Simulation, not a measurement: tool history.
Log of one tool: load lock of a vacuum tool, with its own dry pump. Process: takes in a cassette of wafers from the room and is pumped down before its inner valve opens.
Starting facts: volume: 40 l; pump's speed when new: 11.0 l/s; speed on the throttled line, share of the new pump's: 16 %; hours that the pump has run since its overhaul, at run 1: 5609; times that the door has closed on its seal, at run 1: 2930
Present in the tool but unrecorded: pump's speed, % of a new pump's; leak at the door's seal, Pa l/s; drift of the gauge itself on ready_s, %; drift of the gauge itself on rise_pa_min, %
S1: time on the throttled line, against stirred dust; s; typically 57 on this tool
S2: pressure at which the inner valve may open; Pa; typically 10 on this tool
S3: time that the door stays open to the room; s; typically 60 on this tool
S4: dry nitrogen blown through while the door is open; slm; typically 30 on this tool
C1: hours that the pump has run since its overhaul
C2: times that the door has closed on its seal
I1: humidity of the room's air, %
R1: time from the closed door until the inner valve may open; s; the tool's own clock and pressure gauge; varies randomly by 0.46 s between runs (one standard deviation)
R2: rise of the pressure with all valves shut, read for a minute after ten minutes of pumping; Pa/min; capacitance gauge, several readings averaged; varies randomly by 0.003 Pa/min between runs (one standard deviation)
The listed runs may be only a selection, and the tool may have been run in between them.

| run | hour | S1 | S2 | S3 | S4 | C1 | C2 | I1 | R1 | R2 |
|---|---|---|---|---|---|---|---|---|---|---|
| 1 | 0 | 57 | 10 | 60 | 30 | 5609 | 2930 | 47 | 82.3 | 0.033 |
| 2 | 36.6 | 57 | 10 | 60 | 30 | 5645 | 3016 | 43.9 | 81.6 | 0.032 |
| 3 | 88.1 | 57 | 10 | 60 | 30 | 5697 | 3138 | 44.7 | 81.8 | 0.031 |
| 4 | 151 | 57 | 10 | 60 | 30 | 5760 | 3286 | 46.4 | 81.7 | 0.033 |
| 5 | 220.4 | 57 | 10 | 60 | 30 | 5829 | 3449 | 41.5 | 81.4 | 0.034 |
| 6 | 307.1 | 57 | 10 | 60 | 30 | 5916 | 3653 | 44.7 | 80.9 | 0.03 |
| 7 | 359.7 | 57 | 10 | 60 | 30 | 5969 | 3777 | 49.7 | 82.1 | 0.035 |
| 8 | 441.1 | 57 | 10 | 60 | 18 | 6050 | 3969 | 45.3 | 82.5 | 0.047 |
| 9 | 500 | 57 | 10 | 60 | 18 | 6109 | 4107 | 46.2 | 81.9 | 0.043 |
| 10 | 572.8 | 57 | 10 | 60 | 18 | 6182 | 4279 | 45.2 | 81.8 | 0.047 |
| 11 | 663.1 | 57 | 10 | 60 | 30 | 6272 | 4492 | 45.3 | 82.5 | 0.037 |
| 12 | 730.4 | 57 | 10 | 60 | 45 | 6339 | 4650 | 45.6 | 81.7 | 0.022 |
| 13 | 774.4 | 57 | 10 | 60 | 30 | 6383 | 4754 | 42 | 81.9 | 0.03 |
| 14 | 835.8 | 57 | 10 | 60 | 30 | 6445 | 4898 | 44.6 | 81.6 | 0.033 |
| 15 | 918.9 | 57 | 10 | 60 | 30 | 6528 | 5094 | 44 | 81.7 | 0.029 |
| 16 | 989.3 | 57 | 10 | 71 | 30 | 6598 | 5260 | 44.1 | 81.9 | 0.033 |
| 17 | 1051.8 | 57 | 10 | 71 | 30 | 6661 | 5407 | 44.3 | 82.5 | 0.033 |
| 18 | 1125.7 | 57 | 10 | 60 | 30 | 6734 | 5581 | 45.1 | 81.9 | 0.033 |
| 19 | 1175.4 | 51 | 7 | 35 | 30 | 6784 | 5698 | 45 | 78.9 | 0.024 |
| 20 | 1236.1 | 57 | 10 | 60 | 16 | 6845 | 5841 | 46 | 82.4 | 0.041 |
| 21 | 1280.2 | 35 | 9 | 59 | 26 | 6889 | 5945 | 41.4 | 64.1 | 0.037 |
| 22 | 1348.1 | 57 | 10 | 53 | 30 | 6957 | 6105 | 47.2 | 81 | 0.03 |
| 23 | 1415.1 | 76 | 20 | 43 | 31 | 7024 | 6262 | 45 | 95.5 | 0.031 |
| 24 | 1499.9 | 57 | 16 | 60 | 5 | 7109 | 6462 | 45.5 | 80.1 | 0.06 |
| 25 | 1539.2 | 70 | 18 | 50 | 21 | 7148 | 6555 | 50.3 | 90.4 | 0.036 |
| 26 | 1623.6 | 39 | 18 | 39 | 21 | 7232 | 6753 | 45.8 | 64.6 | 0.037 |
| 27 | 1668.7 | 76 | 11 | 39 | 21 | 7277 | 6859 | 44.1 | 97.9 | 0.031 |
| 28 | 1757.3 | 57 | 16 | 47 | 43 | 7366 | 7068 | 42.8 | 80.7 | 0.025 |
| 29 | 1830.7 | 57 | 15 | 47 | 43 | 7440 | 7241 | 42.5 | 80.7 | 0.021 |
| 30 | 1915.7 | 57 | 10 | 60 | 26 | 7525 | 7441 | 41.4 | 81.8 | 0.035 |
| 31 | 2004.3 | 104 | 10 | 60 | 6 | 7613 | 7650 | 43.6 | 120.5 | 0.052 |
| 32 | 2083.8 | 52 | 15 | 60 | 6 | 7693 | 7837 | 46.4 | 76 | 0.058 |
| 33 | 2150.7 | 52 | 15 | 60 | 6 | 7759 | 7994 | 41.6 | 77.2 | 0.051 |
| 34 | 2195.9 | 52 | 15 | 60 | 6 | 7805 | 8101 | 43.1 | 76.4 | 0.051 |
| 35 | 2255.9 | 52 | 11 | 60 | 4 | 7865 | 8242 | 43.3 | 76.4 | 0.053 |
| 36 | 2299.7 | 52 | 11 | 60 | 4 | 7909 | 8345 | 46.2 | 77.5 | 0.061 |

Branching from run 36: 4 alternative next runs. What would each branch give?
| A | 2349 | 52 | 14 | 61 | 21 | 7958 | 8461 | 47.5 | ? | ? |
| B | 2349 | 29 | 10 | 27 | 6 | 7958 | 8461 | 43.2 | ? | ? |
| C | 2349 | 52 | 11 | 49 | 4 | 7958 | 8461 | 47 | ? | ? |
| D | 2349 | 85 | 16 | 60 | 4 | 7958 | 8461 | 41.3 | ? | ? |

| run | R1 | R2 |
|---|---|---|
| A | 76.3 | 0.045 |
| B | 58.1 | 0.041 |
| C | 77.7 | 0.058 |
| D | 103.7 | 0.054 |
What these runs would have given with no unlogged condition in the tool:
| run | R1 | R2 |
|---|---|---|
| A | 76.3 | 0.045 |
| B | 58 | 0.041 |
| C | 77.7 | 0.058 |
| D | 103.7 | 0.054 |
